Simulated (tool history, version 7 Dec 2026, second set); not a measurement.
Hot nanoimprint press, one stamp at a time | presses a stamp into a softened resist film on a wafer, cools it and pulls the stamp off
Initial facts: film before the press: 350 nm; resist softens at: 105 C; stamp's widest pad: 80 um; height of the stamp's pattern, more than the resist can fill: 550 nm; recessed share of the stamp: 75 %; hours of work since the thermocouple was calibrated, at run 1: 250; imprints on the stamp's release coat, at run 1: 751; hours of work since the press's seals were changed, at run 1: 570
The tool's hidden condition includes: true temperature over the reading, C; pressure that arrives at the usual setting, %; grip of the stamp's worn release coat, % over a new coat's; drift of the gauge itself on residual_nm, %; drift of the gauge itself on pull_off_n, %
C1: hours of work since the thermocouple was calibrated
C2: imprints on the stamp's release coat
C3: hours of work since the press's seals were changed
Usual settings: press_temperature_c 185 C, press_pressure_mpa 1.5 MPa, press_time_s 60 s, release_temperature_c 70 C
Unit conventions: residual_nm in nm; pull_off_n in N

run 1 hour=0 | press_temperature_c=185 press_pressure_mpa=1.5 press_time_s=60 release_temperature_c=70 | C1=250 C2=751 C3=570 | residual_nm=170.7 pull_off_n=235
-- hour=30.8 stamp cleaned and given a new release coat
run 2 hour=48.6 | press_temperature_c=185 press_pressure_mpa=1.5 press_time_s=60 release_temperature_c=70 | C1=283 C2=54 C3=604 | residual_nm=172.3 pull_off_n=253
run 3 hour=69.2 | press_temperature_c=185 press_pressure_mpa=1.5 press_time_s=60 release_temperature_c=70 | C1=299 C2=116 C3=620 | residual_nm=170.5 pull_off_n=240
run 4 hour=109.1 | press_temperature_c=185 press_pressure_mpa=1.5 press_time_s=60 release_temperature_c=77 | C1=331 C2=236 C3=652 | residual_nm=171.2 pull_off_n=193
run 5 hour=129 | press_temperature_c=185 press_pressure_mpa=1.5 press_time_s=60 release_temperature_c=77 | C1=347 C2=296 C3=667 | residual_nm=173.1 pull_off_n=197
run 6 hour=167.4 | press_temperature_c=185 press_pressure_mpa=1.5 press_time_s=60 release_temperature_c=77 | C1=377 C2=412 C3=697 | residual_nm=172.4 pull_off_n=196
run 7 hour=215.4 | press_temperature_c=185 press_pressure_mpa=1.5 press_time_s=60 release_temperature_c=77 | C1=415 C2=557 C3=735 | residual_nm=171.4 pull_off_n=195
run 8 hour=238.3 | press_temperature_c=185 press_pressure_mpa=1.5 press_time_s=59 release_temperature_c=77 | C1=433 C2=625 C3=753 | residual_nm=172 pull_off_n=197
run 9 hour=263.7 | press_temperature_c=185 press_pressure_mpa=1.5 press_time_s=59 release_temperature_c=77 | C1=453 C2=702 C3=773 | residual_nm=173.8 pull_off_n=204
run 10 hour=298.6 | press_temperature_c=185 press_pressure_mpa=1.5 press_time_s=60 release_temperature_c=70 | C1=480 C2=807 C3=801 | residual_nm=170.5 pull_off_n=242
-- hour=311.3 stamp cleaned and given a new release coat
run 11 hour=325.7 | press_temperature_c=185 press_pressure_mpa=1.5 press_time_s=60 release_temperature_c=64 | C1=497 C2=43 C3=817 | residual_nm=172 pull_off_n=276
-- hour=344.1 plate thermocouple calibrated
run 12 hour=365.7 | press_temperature_c=185 press_pressure_mpa=1.5 press_time_s=60 release_temperature_c=70 | C1=17 C2=155 C3=846 | residual_nm=171.1 pull_off_n=240
run 13 hour=389.2 | press_temperature_c=192 press_pressure_mpa=0.98 press_time_s=100 release_temperature_c=72 | C1=36 C2=225 C3=865 | residual_nm=140.7 pull_off_n=222
run 14 hour=425 | press_temperature_c=192 press_pressure_mpa=0.98 press_time_s=100 release_temperature_c=72 | C1=64 C2=333 C3=893 | residual_nm=141 pull_off_n=228
run 15 hour=463.5 | press_temperature_c=192 press_pressure_mpa=0.98 press_time_s=100 release_temperature_c=72 | C1=94 C2=449 C3=923 | residual_nm=141.3 pull_off_n=240
run 16 hour=498.7 | press_temperature_c=192 press_pressure_mpa=0.98 press_time_s=100 release_temperature_c=63 | C1=122 C2=556 C3=951 | residual_nm=141.1 pull_off_n=285
run 17 hour=532.4 | press_temperature_c=185 press_pressure_mpa=1.5 press_time_s=60 release_temperature_c=67 | C1=148 C2=657 C3=978 | residual_nm=170.3 pull_off_n=253
run 18 hour=575.7 | press_temperature_c=178 press_pressure_mpa=1.85 press_time_s=60 release_temperature_c=62 | C1=182 C2=788 C3=1012 | residual_nm=187.3 pull_off_n=292
-- hour=596.1 stamp cleaned and given a new release coat
run 19 hour=626.5 | press_temperature_c=192 press_pressure_mpa=1.85 press_time_s=112 release_temperature_c=62 | C1=218 C2=92 C3=1047 | residual_nm=100.6 pull_off_n=291
run 20 hour=661.6 | press_temperature_c=192 press_pressure_mpa=1.85 press_time_s=112 release_temperature_c=62 | C1=245 C2=198 C3=1075 | residual_nm=101.2 pull_off_n=295
run 21 hour=704.1 | press_temperature_c=185 press_pressure_mpa=1.73 press_time_s=30 release_temperature_c=70 | C1=279 C2=326 C3=1108 | residual_nm=209.3 pull_off_n=242
run 22 hour=738.9 | press_temperature_c=185 press_pressure_mpa=1.19 press_time_s=31 release_temperature_c=63 | C1=306 C2=431 C3=1135 | residual_nm=230.9 pull_off_n=287
run 23 hour=767.2 | press_temperature_c=185 press_pressure_mpa=1.19 press_time_s=31 release_temperature_c=68 | C1=328 C2=516 C3=1158 | residual_nm=231.2 pull_off_n=246
run 24 hour=791.4 | press_temperature_c=185 press_pressure_mpa=1.19 press_time_s=31 release_temperature_c=68 | C1=347 C2=589 C3=1177 | residual_nm=229.6 pull_off_n=257

Below are 4 alternative next runs, each starting from the tool's condition after run 24. Predict each:
run A hour=817 | press_temperature_c=185 press_pressure_mpa=1.84 press_time_s=108 release_temperature_c=68 | C1=368 C2=666 C3=1197 | residual_nm=? pull_off_n=?
run B hour=817 | press_temperature_c=185 press_pressure_mpa=1.19 press_time_s=35 release_temperature_c=68 | C1=368 C2=666 C3=1197 | residual_nm=? pull_off_n=?
run C hour=817 | press_temperature_c=185 press_pressure_mpa=1.24 press_time_s=60 release_temperature_c=70 | C1=368 C2=666 C3=1197 | residual_nm=? pull_off_n=?
run D hour=817 | press_temperature_c=190 press_pressure_mpa=1.23 press_time_s=83 release_temperature_c=68 | C1=368 C2=666 C3=1197 | residual_nm=? pull_off_n=?

run=A residual_nm=125.6 pull_off_n=250
run=B residual_nm=222.1 pull_off_n=249
run=C residual_nm=183.9 pull_off_n=243
run=D residual_nm=145.8 pull_off_n=253
With the hidden condition removed and each run's random variation left untouched, the same runs would have given:
run=A residual_nm=124.9 pull_off_n=246
run=B residual_nm=221.4 pull_off_n=245
run=C residual_nm=183.2 pull_off_n=240
run=D residual_nm=145.2 pull_off_n=249
